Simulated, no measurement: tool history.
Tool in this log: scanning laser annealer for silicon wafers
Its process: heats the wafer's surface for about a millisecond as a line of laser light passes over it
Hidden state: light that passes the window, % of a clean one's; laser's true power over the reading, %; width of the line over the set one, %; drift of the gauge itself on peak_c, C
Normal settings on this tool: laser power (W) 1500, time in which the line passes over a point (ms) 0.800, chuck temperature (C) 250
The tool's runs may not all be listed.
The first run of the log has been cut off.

| run | hour | laser power (W) | time in which the line passes over a point (ms) | chuck temperature (C) | hours of work since the window was cleaned | hours of work since the power meter was calibrated | hours of work since the optics were aligned | highest temperature of the surface (C) |
|---|---|---|---|---|---|---|---|---|
| 2 | 18.2 | 1500 | 0.800 | 250 | 212 | 60 | 78 | 1081 |
| 3 | 33.1 | 1500 | 0.800 | 250 | 220 | 69 | 87 | 1078 |
| 4 | 47.3 | 1500 | 0.800 | 250 | 229 | 77 | 95 | 1078 |
| 5 | 58.5 | 1500 | 0.743 | 250 | 235 | 83 | 102 | 1043 |
| 6 | 71.7 | 1500 | 0.743 | 250 | 243 | 91 | 109 | 1043 |
| 7 | 87.9 | 1500 | 0.743 | 250 | 252 | 100 | 119 | 1040 |
| 8 | 102.6 | 1500 | 0.800 | 234 | 261 | 109 | 127 | 1061 |
| 9 | 112.9 | 1500 | 0.800 | 234 | 267 | 115 | 133 | 1058 |
| 10 | 130.3 | 1500 | 0.800 | 234 | 277 | 125 | 143 | 1057 |
| 11 | 138.6 | 1500 | 0.800 | 234 | 281 | 130 | 148 | 1060 |
| 12 | 153.0 | 1500 | 0.800 | 234 | 290 | 138 | 156 | 1060 |
| 13 | 166.8 | 1500 | 0.800 | 234 | 298 | 146 | 164 | 1057 |
| 14 | 179.8 | 1500 | 0.800 | 234 | 305 | 153 | 172 | 1057 |
| 15 | 188.1 | 1500 | 0.800 | 250 | 310 | 158 | 177 | 1073 |
| 16 | 204.7 | 1500 | 0.800 | 250 | 320 | 168 | 186 | 1071 |
| 17 | 220.9 | 1500 | 0.800 | 250 | 329 | 177 | 196 | 1068 |
| 18 | 235.4 | 1609 | 0.800 | 271 | 337 | 186 | 204 | 1156 |
| 19 | 251.6 | 1609 | 0.800 | 271 | 347 | 195 | 213 | 1157 |

Forecast run 20:
| 20 | 260.2 | 1500 | 0.822 | 213 | 352 | 200 | 218 | ? |

Run 20 yielded highest temperature of the surface (C) 1046.
Were there no unlogged condition in the tool, this run, its random variation unchanged, would have produced highest temperature of the surface (C) 1068.
